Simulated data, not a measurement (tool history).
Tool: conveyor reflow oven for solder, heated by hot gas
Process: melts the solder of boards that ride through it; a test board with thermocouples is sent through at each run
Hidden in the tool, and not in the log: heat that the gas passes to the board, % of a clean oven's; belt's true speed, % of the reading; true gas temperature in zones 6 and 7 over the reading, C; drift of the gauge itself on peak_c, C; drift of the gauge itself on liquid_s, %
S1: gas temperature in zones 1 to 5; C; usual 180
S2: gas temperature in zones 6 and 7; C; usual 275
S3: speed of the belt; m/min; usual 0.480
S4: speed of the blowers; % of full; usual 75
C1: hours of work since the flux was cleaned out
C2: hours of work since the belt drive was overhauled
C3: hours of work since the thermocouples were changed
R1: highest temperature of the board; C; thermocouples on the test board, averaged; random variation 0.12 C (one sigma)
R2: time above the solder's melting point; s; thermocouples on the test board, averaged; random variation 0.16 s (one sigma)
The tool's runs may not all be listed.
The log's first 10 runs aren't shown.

{"run": 11, "hour": 101.0, "S1": 180, "S2": 275, "S3": 0.48, "S4": 76, "C1": 443, "C2": 196, "C3": 626, "R1": 266.7, "R2": 90.1}
{"run": 12, "hour": 107.6, "S1": 180, "S2": 275, "S3": 0.48, "S4": 75, "C1": 447, "C2": 200, "C3": 630, "R1": 266.7, "R2": 90.5}
{"run": 13, "hour": 115.2, "S1": 169, "S2": 275, "S3": 0.48, "S4": 75, "C1": 451, "C2": 205, "C3": 635, "R1": 265.7, "R2": 85.2}
{"run": 14, "hour": 124.5, "S1": 169, "S2": 275, "S3": 0.576, "S4": 75, "C1": 457, "C2": 210, "C3": 640, "R1": 260.7, "R2": 67.2}
{"run": 15, "hour": 137.0, "S1": 180, "S2": 275, "S3": 0.48, "S4": 75, "C1": 464, "C2": 218, "C3": 648, "R1": 266.7, "R2": 90.1}
{"run": 16, "hour": 147.1, "S1": 180, "S2": 275, "S3": 0.48, "S4": 75, "C1": 470, "C2": 224, "C3": 653, "R1": 266.6, "R2": 90.4}
{"run": 17, "hour": 154.0, "S1": 180, "S2": 275, "S3": 0.48, "S4": 75, "C1": 475, "C2": 228, "C3": 658, "R1": 266.6, "R2": 90.2}
{"run": 18, "hour": 161.5, "S1": 180, "S2": 275, "S3": 0.48, "S4": 75, "C1": 479, "C2": 232, "C3": 662, "R1": 266.8, "R2": 90.5}
{"hour": 173.6, "done": "flux residue cleaned out of gas plates and filters"}
{"run": 19, "hour": 177.3, "S1": 180, "S2": 275, "S3": 0.48, "S4": 75, "C1": 2, "C2": 239, "C3": 668, "R1": 266.7, "R2": 90.6}
{"run": 20, "hour": 185.8, "S1": 186, "S2": 275, "S3": 0.51, "S4": 75, "C1": 7, "C2": 244, "C3": 674, "R1": 265.8, "R2": 86.8}
{"run": 21, "hour": 199.3, "S1": 194, "S2": 284, "S3": 0.402, "S4": 75, "C1": 15, "C2": 252, "C3": 682, "R1": 279.3, "R2": 121.2}
{"run": 22, "hour": 207.2, "S1": 180, "S2": 287, "S3": 0.48, "S4": 81, "C1": 20, "C2": 256, "C3": 686, "R1": 278.7, "R2": 95.8}
{"run": 23, "hour": 214.1, "S1": 180, "S2": 287, "S3": 0.48, "S4": 81, "C1": 24, "C2": 261, "C3": 690, "R1": 278.6, "R2": 96.0}
{"run": 24, "hour": 226.2, "S1": 189, "S2": 265, "S3": 0.448, "S4": 69, "C1": 31, "C2": 268, "C3": 697, "R1": 258.9, "R2": 96.6}
{"run": 25, "hour": 238.4, "S1": 180, "S2": 268, "S3": 0.48, "S4": 75, "C1": 39, "C2": 275, "C3": 705, "R1": 260.0, "R2": 86.5}
{"run": 26, "hour": 245.5, "S1": 180, "S2": 279, "S3": 0.523, "S4": 80, "C1": 43, "C2": 279, "C3": 709, "R1": 269.0, "R2": 83.9}
{"run": 27, "hour": 255.8, "S1": 180, "S2": 279, "S3": 0.523, "S4": 80, "C1": 49, "C2": 285, "C3": 715, "R1": 268.9, "R2": 83.8}
{"run": 28, "hour": 261.3, "S1": 180, "S2": 279, "S3": 0.563, "S4": 64, "C1": 52, "C2": 289, "C3": 718, "R1": 264.5, "R2": 75.2}
{"run": 29, "hour": 272.6, "S1": 180, "S2": 275, "S3": 0.418, "S4": 64, "C1": 59, "C2": 295, "C3": 725, "R1": 268.1, "R2": 104.8}
{"run": 30, "hour": 286.0, "S1": 193, "S2": 275, "S3": 0.48, "S4": 75, "C1": 67, "C2": 303, "C3": 733, "R1": 267.8, "R2": 96.6}

3 ways to go on from here, each from the tool as it stands after run 30. What would each give?
{"run": "A", "hour": 297.2, "S1": 180, "S2": 275, "S3": 0.48, "S4": 89, "C1": 73, "C2": 310, "C3": 740, "R1": "?", "R2": "?"}
{"run": "B", "hour": 297.2, "S1": 180, "S2": 275, "S3": 0.48, "S4": 70, "C1": 73, "C2": 310, "C3": 740, "R1": "?", "R2": "?"}
{"run": "C", "hour": 297.2, "S1": 168, "S2": 269, "S3": 0.513, "S4": 75, "C1": 73, "C2": 310, "C3": 740, "R1": "?", "R2": "?"}

run=A R1=268.2 R2=91.1
run=B R1=266.1 R2=89.6
run=C R1=258.0 R2=74.2
Without the tool's hidden state the same runs would have given:
run=A R1=268.2 R2=91.1
run=B R1=266.1 R2=89.6
run=C R1=258.0 R2=74.2

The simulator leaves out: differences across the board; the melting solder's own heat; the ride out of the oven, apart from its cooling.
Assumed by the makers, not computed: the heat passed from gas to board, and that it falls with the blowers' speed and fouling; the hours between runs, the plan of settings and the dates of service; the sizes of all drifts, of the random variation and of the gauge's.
